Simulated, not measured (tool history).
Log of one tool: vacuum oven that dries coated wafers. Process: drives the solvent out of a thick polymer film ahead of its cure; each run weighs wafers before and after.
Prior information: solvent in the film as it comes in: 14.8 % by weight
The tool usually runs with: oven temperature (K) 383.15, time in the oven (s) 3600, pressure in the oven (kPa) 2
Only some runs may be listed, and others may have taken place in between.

{"run": 1, "hour": 0.0, "oven temperature (K)": 383.15, "time in the oven (s)": 3600, "pressure in the oven (kPa)": 2, "solvent left in the film (%)": 3.75}
{"run": 2, "hour": 91.3, "oven temperature (K)": 383.15, "time in the oven (s)": 3600, "pressure in the oven (kPa)": 2, "solvent left in the film (%)": 3.79}
{"run": 3, "hour": 185.5, "oven temperature (K)": 383.15, "time in the oven (s)": 3600, "pressure in the oven (kPa)": 2, "solvent left in the film (%)": 3.78}
{"run": 4, "hour": 275.3, "oven temperature (K)": 383.15, "time in the oven (s)": 3600, "pressure in the oven (kPa)": 2, "solvent left in the film (%)": 3.79}
{"run": 5, "hour": 379.2, "oven temperature (K)": 383.15, "time in the oven (s)": 3600, "pressure in the oven (kPa)": 2, "solvent left in the film (%)": 3.87}
{"run": 6, "hour": 428.7, "oven temperature (K)": 383.15, "time in the oven (s)": 3600, "pressure in the oven (kPa)": 3.44, "solvent left in the film (%)": 4.9}
{"run": 7, "hour": 523.6, "oven temperature (K)": 383.15, "time in the oven (s)": 4140, "pressure in the oven (kPa)": 3.44, "solvent left in the film (%)": 4.41}
{"run": 8, "hour": 574.2, "oven temperature (K)": 383.15, "time in the oven (s)": 3600, "pressure in the oven (kPa)": 2, "solvent left in the film (%)": 3.99}
{"run": 9, "hour": 632.6, "oven temperature (K)": 383.15, "time in the oven (s)": 3600, "pressure in the oven (kPa)": 2, "solvent left in the film (%)": 3.94}
{"run": 10, "hour": 740.7, "oven temperature (K)": 383.15, "time in the oven (s)": 3600, "pressure in the oven (kPa)": 2, "solvent left in the film (%)": 4.09}
{"run": 11, "hour": 829.8, "oven temperature (K)": 383.15, "time in the oven (s)": 3600, "pressure in the oven (kPa)": 1.96, "solvent left in the film (%)": 3.87}
{"run": 12, "hour": 913.5, "oven temperature (K)": 383.15, "time in the oven (s)": 3600, "pressure in the oven (kPa)": 1.96, "solvent left in the film (%)": 4.09}
{"run": 13, "hour": 1005.7, "oven temperature (K)": 383.15, "time in the oven (s)": 3120, "pressure in the oven (kPa)": 2, "solvent left in the film (%)": 4.53}
{"run": 14, "hour": 1097.4, "oven temperature (K)": 383.15, "time in the oven (s)": 3120, "pressure in the oven (kPa)": 2, "solvent left in the film (%)": 4.61}
{"run": 15, "hour": 1194.8, "oven temperature (K)": 383.15, "time in the oven (s)": 3120, "pressure in the oven (kPa)": 2, "solvent left in the film (%)": 4.53}
{"run": 16, "hour": 1258.4, "oven temperature (K)": 383.15, "time in the oven (s)": 3120, "pressure in the oven (kPa)": 2, "solvent left in the film (%)": 4.62}
{"run": 17, "hour": 1339.7, "oven temperature (K)": 383.15, "time in the oven (s)": 3600, "pressure in the oven (kPa)": 2, "solvent left in the film (%)": 4.06}
{"run": 18, "hour": 1391.5, "oven temperature (K)": 383.15, "time in the oven (s)": 3600, "pressure in the oven (kPa)": 2, "solvent left in the film (%)": 4.25}
{"run": 19, "hour": 1473.5, "oven temperature (K)": 369.15, "time in the oven (s)": 3600, "pressure in the oven (kPa)": 2, "solvent left in the film (%)": 8.57}
{"run": 20, "hour": 1552.2, "oven temperature (K)": 369.15, "time in the oven (s)": 3600, "pressure in the oven (kPa)": 2, "solvent left in the film (%)": 8.3}
{"run": 21, "hour": 1620.2, "oven temperature (K)": 369.15, "time in the oven (s)": 3600, "pressure in the oven (kPa)": 2, "solvent left in the film (%)": 8.56}
{"hour": 1693.0, "done": "vacuum gauge cleaned of residue and calibrated"}
{"run": 22, "hour": 1705.8, "oven temperature (K)": 383.15, "time in the oven (s)": 3600, "pressure in the oven (kPa)": 3.41, "solvent left in the film (%)": 4.99}
{"run": 23, "hour": 1793.3, "oven temperature (K)": 382.15, "time in the oven (s)": 6120, "pressure in the oven (kPa)": 2, "solvent left in the film (%)": 2.7}
{"run": 24, "hour": 1882.6, "oven temperature (K)": 382.15, "time in the oven (s)": 6120, "pressure in the oven (kPa)": 2, "solvent left in the film (%)": 2.7}
{"run": 25, "hour": 1929.6, "oven temperature (K)": 382.15, "time in the oven (s)": 6120, "pressure in the oven (kPa)": 2, "solvent left in the film (%)": 2.78}
{"run": 26, "hour": 2021.2, "oven temperature (K)": 382.15, "time in the oven (s)": 2760, "pressure in the oven (kPa)": 2.69, "solvent left in the film (%)": 5.93}
{"run": 27, "hour": 2075.8, "oven temperature (K)": 372.15, "time in the oven (s)": 3600, "pressure in the oven (kPa)": 2, "solvent left in the film (%)": 7.46}
{"run": 28, "hour": 2185.5, "oven temperature (K)": 374.15, "time in the oven (s)": 2400, "pressure in the oven (kPa)": 1.49, "solvent left in the film (%)": 8.12}
{"run": 29, "hour": 2245.1, "oven temperature (K)": 374.15, "time in the oven (s)": 3180, "pressure in the oven (kPa)": 2, "solvent left in the film (%)": 7.37}
{"run": 30, "hour": 2300.8, "oven temperature (K)": 374.15, "time in the oven (s)": 3180, "pressure in the oven (kPa)": 2, "solvent left in the film (%)": 7.37}
{"hour": 2378.1, "done": "oven's thermocouples calibrated"}
{"run": 31, "hour": 2395.5, "oven temperature (K)": 374.15, "time in the oven (s)": 1860, "pressure in the oven (kPa)": 3.86, "solvent left in the film (%)": 9.49}
{"run": 32, "hour": 2502.3, "oven temperature (K)": 396.15, "time in the oven (s)": 6480, "pressure in the oven (kPa)": 2, "solvent left in the film (%)": 1.07}
{"run": 33, "hour": 2547.6, "oven temperature (K)": 396.15, "time in the oven (s)": 6480, "pressure in the oven (kPa)": 2, "solvent left in the film (%)": 1.08}
{"run": 34, "hour": 2609.2, "oven temperature (K)": 396.15, "time in the oven (s)": 6480, "pressure in the oven (kPa)": 2, "solvent left in the film (%)": 1.03}
{"run": 35, "hour": 2675.1, "oven temperature (K)": 383.15, "time in the oven (s)": 2460, "pressure in the oven (kPa)": 1.15, "solvent left in the film (%)": 4.56}
{"run": 36, "hour": 2725.8, "oven temperature (K)": 383.15, "time in the oven (s)": 2460, "pressure in the oven (kPa)": 1.15, "solvent left in the film (%)": 4.71}
{"run": 37, "hour": 2807.6, "oven temperature (K)": 391.15, "time in the oven (s)": 1980, "pressure in the oven (kPa)": 7.62, "solvent left in the film (%)": 6.39}
{"run": 38, "hour": 2866.8, "oven temperature (K)": 391.15, "time in the oven (s)": 1980, "pressure in the oven (kPa)": 7.62, "solvent left in the film (%)": 6.49}

Alternative continuations, all from the tool just after run 38; predict every row:
{"run": "A", "hour": 2961.0, "oven temperature (K)": 391.15, "time in the oven (s)": 3600, "pressure in the oven (kPa)": 2, "solvent left in the film (%)": "?"}
{"run": "B", "hour": 2961.0, "oven temperature (K)": 382.15, "time in the oven (s)": 6240, "pressure in the oven (kPa)": 5.48, "solvent left in the film (%)": "?"}
{"run": "C", "hour": 2961.0, "oven temperature (K)": 385.15, "time in the oven (s)": 2340, "pressure in the oven (kPa)": 4.19, "solvent left in the film (%)": "?"}
{"run": "D", "hour": 2961.0, "oven temperature (K)": 389.15, "time in the oven (s)": 2640, "pressure in the oven (kPa)": 6.87, "solvent left in the film (%)": "?"}

run=A solvent_left_in_the_film_(%)=2.1
run=B solvent_left_in_the_film_(%)=5.04
run=C solvent_left_in_the_film_(%)=6.08
run=D solvent_left_in_the_film_(%)=5.78
Stripped of hidden state, with their random variation kept, the same runs would have yielded:
run=A solvent_left_in_the_film_(%)=1.92
run=B solvent_left_in_the_film_(%)=4.79
run=C solvent_left_in_the_film_(%)=5.84
run=D solvent_left_in_the_film_(%)=5.54
